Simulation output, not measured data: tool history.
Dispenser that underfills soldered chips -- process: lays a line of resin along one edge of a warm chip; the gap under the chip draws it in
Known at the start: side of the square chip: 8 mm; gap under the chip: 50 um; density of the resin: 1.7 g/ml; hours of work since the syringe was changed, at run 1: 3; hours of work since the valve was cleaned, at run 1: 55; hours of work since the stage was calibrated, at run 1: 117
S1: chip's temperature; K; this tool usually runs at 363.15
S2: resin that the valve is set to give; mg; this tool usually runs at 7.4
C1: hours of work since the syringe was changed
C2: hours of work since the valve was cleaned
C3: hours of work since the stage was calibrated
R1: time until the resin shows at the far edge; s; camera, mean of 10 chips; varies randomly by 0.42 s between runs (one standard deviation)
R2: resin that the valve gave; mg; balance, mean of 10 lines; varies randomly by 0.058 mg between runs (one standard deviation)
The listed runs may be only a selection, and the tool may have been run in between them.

run	hour	S1	S2	C1	C2	C3	R1	R2
1	0	363.15	7.4	3	55	117	37.6	7.07
# hour 5.5: new syringe of resin
2	12.1	363.15	7.4	4	62	124	41	7
# hour 16.5: new syringe of resin
3	18.7	363.15	7.4	1	66	128	33.7	7.02
# hour 20.8: dispensing valve cleaned and set on the balance
# hour 27.5: new syringe of resin
4	27.8	363.15	8.6	0	4	133	29.1	8.59
5	35.8	372.15	7.4	5	9	138	29	7.26
# hour 38.7: new syringe of resin
6	43.4	372.15	8.63	3	13	142	23.7	8.65
# hour 49.6: new syringe of resin
7	52	363.15	7.4	1	18	148	32.5	7.18
# hour 59.6: new syringe of resin
8	63.9	363.15	6.31	3	26	155	38	6.2
# hour 69.9: new syringe of resin
9	75	363.15	6.31	3	32	161	40	6.12
# hour 80.7: new syringe of resin
10	83.7	363.15	6.31	2	37	166	37.1	6.09
# hour 91.3: new syringe of resin
11	95.1	363.15	6.31	2	44	173	38.7	6.04
# hour 101.6: new syringe of resin
12	104.5	363.15	6.31	2	50	179	37.1	6.05
13	111.1	363.15	6.31	6	54	183	51.7	5.88
# hour 112.2: new syringe of resin
# hour 123: new syringe of resin
14	123.9	363.15	7.4	1	61	190	31.6	6.99
15	129.6	369.15	9.12	4	65	194	30.5	8.5
# hour 134: new syringe of resin
# hour 135: dispensing valve cleaned and set on the balance
16	137.8	370.15	9.12	2	2	198	23.6	9.15
# hour 145.8: new syringe of resin
17	149.1	357.15	6.99	2	8	205	46	6.97
# hour 156.7: new syringe of resin
18	159.4	375.15	7.32	2	15	211	19.5	7.32
# hour 166.8: new syringe of resin
19	166.8	375.15	7.32	0	19	215	17.5	7.3
# hour 177: new syringe of resin
20	178.1	350.15	7.04	1	26	222	59	6.86
# hour 188.2: new syringe of resin
21	188.7	362.15	9.04	0	32	228	30.6	8.83
# hour 198.8: new syringe of resin
22	199	351.15	9.01	0	38	234	50.6	8.9
23	206.1	348.15	6.92	4	42	238	89.7	6.65
# hour 209: new syringe of resin
# hour 219.4: new syringe of resin
24	219.9	359.15	6.7	0	50	247	37.8	6.48
25	228.2	359.15	6.7	5	55	252	58.5	6.38
# hour 230.5: new syringe of resin
26	234.2	359.15	6.7	2	59	255	45.3	6.27
# hour 240.7: new syringe of resin
# hour 248.2: dispensing valve cleaned and set on the balance
27	248.2	359.15	6.7	4	0	263	52.2	6.72
# hour 252.6: new syringe of resin
28	257.1	359.15	6.7	3	5	268	46.4	6.74

Branching from run 28: 4 alternative next runs. What would each branch give?
# hour 263.2: new syringe of resin
A	270.9	363.15	8.5	5	13	276	?	?
# hour 263.2: new syringe of resin
B	270.9	358.15	7.43	5	13	276	?	?
# hour 263.2: new syringe of resin
C	270.9	372.15	7.52	5	13	276	?	?
# hour 263.2: new syringe of resin
D	270.9	370.15	7.25	5	13	276	?	?

run	R1	R2
A	42.9	8.43
B	56.3	7.39
C	29.5	7.36
D	32.5	7.12
What these runs would have given with no unlogged condition in the tool:
run	R1	R2
A	28	8.54
B	36.9	7.49
C	19.3	7.46
D	21.2	7.22

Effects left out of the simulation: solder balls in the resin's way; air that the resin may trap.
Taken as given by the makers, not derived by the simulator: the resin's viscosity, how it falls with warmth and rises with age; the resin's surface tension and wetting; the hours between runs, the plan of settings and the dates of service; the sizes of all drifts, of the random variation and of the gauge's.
